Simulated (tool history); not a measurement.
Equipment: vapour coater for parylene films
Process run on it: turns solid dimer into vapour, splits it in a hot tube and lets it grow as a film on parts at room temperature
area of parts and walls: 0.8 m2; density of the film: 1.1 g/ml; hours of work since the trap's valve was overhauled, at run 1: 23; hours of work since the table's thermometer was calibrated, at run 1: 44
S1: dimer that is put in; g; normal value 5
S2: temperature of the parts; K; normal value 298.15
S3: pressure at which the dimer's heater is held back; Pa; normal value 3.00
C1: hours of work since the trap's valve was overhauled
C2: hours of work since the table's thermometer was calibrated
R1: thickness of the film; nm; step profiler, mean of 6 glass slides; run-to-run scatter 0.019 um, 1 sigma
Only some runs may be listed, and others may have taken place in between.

run,hour,S1,S2,S3,C1,C2,R1
1,0.0,5,298.15,3.00,23,44,4220
2,17.5,5,298.15,3.00,30,51,4190
3,39.0,5,298.15,3.00,39,60,4210
4,56.7,5,298.15,3.00,46,67,4220
5,67.1,5,298.15,3.00,50,72,4190
6,79.0,5,298.15,3.00,55,76,4160
7,99.2,5,304.15,3.00,63,85,3360
8,115.8,5,304.15,3.00,70,92,3390
9,128.5,2,295.15,3.08,75,97,1820
10,145.3,2,310.15,5.47,82,104,940
11,162.1,6,291.15,3.00,89,111,6280
12,178.8,7,304.15,3.65,96,117,4440
13,195.1,5,296.15,3.00,103,124,4380
14,210.4,5,296.15,3.00,109,130,4310
15,229.6,5,309.15,3.00,117,138,2750
16,251.4,9,298.15,6.47,126,147,6240

Below are 3 alternative next runs, each starting from the tool's condition after run 16. Predict each:
A,269.9,8,295.15,3.00,133,155,?
B,269.9,4,299.15,8.57,133,155,?
C,269.9,2,298.15,5.88,133,155,?

run,R1
A,7090
B,2560
C,1430
The same runs, with their run-to-run variation unchanged, on a tool lacking any hidden condition would have given:
run,R1
A,7550
B,2730
C,1520
